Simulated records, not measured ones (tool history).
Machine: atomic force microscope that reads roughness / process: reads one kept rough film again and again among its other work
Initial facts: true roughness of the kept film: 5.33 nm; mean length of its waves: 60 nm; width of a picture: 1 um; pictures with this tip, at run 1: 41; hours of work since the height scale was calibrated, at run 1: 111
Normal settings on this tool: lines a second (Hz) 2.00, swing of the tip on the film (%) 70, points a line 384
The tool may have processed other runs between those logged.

run,hour,lines a second (Hz),swing of the tip on the film (%),points a line,pictures with this tip,hours of work since the height scale was calibrated,roughness of the kept film (nm (root mean square))
1,0.0,2.00,70,384,41,111,4.869
2,6.0,0.74,70,384,47,114,5.084
3,14.7,0.74,70,384,54,118,5.049
4,20.6,0.74,70,384,59,121,5.066
5,30.9,0.74,70,384,68,126,5.064
6,37.6,2.00,70,384,74,129,4.855
7,47.3,2.00,70,384,83,134,4.897
8,56.9,2.00,70,384,91,138,4.864
9,62.5,2.00,70,384,96,141,4.861
10,67.9,2.00,70,384,101,143,4.910
11,73.4,2.00,70,384,105,146,4.875
12,78.4,2.00,70,384,110,148,4.886
13,85.4,2.00,79,384,116,152,4.677
14,92.3,2.00,70,478,122,155,4.858
15,98.9,3.25,70,384,128,158,4.716
16,108.4,3.25,70,384,136,163,4.692
17,118.1,3.25,60,384,144,167,4.898
18,126.9,3.25,65,384,152,171,4.821
19,132.4,2.00,70,1001,157,174,4.864
20,138.0,2.00,70,1001,162,177,4.848
21,144.0,2.00,76,1001,167,179,4.784
22,154.2,2.00,70,925,176,184,4.849
23,163.0,2.00,70,925,183,188,4.875
24,172.9,2.00,70,925,192,193,4.873
25,181.5,2.00,70,957,199,197,4.886
# hour 185.6: new tip fitted
26,188.9,2.00,70,384,2,200,4.852
27,199.5,2.00,70,384,12,205,4.868
28,204.0,2.00,70,384,16,207,4.866
29,209.7,0.81,57,384,21,210,5.141
30,214.4,0.81,57,384,25,212,5.112
31,224.2,0.81,57,384,33,217,5.077

Estimate the outcome of run 32 from the log above:
32,232.8,0.63,87,804,41,221,?

roughness of the kept film (nm (root mean square)): 4.935
The same run, on a tool lacking any hidden state, would have yielded roughness of the kept film (nm (root mean square)) 4.936.
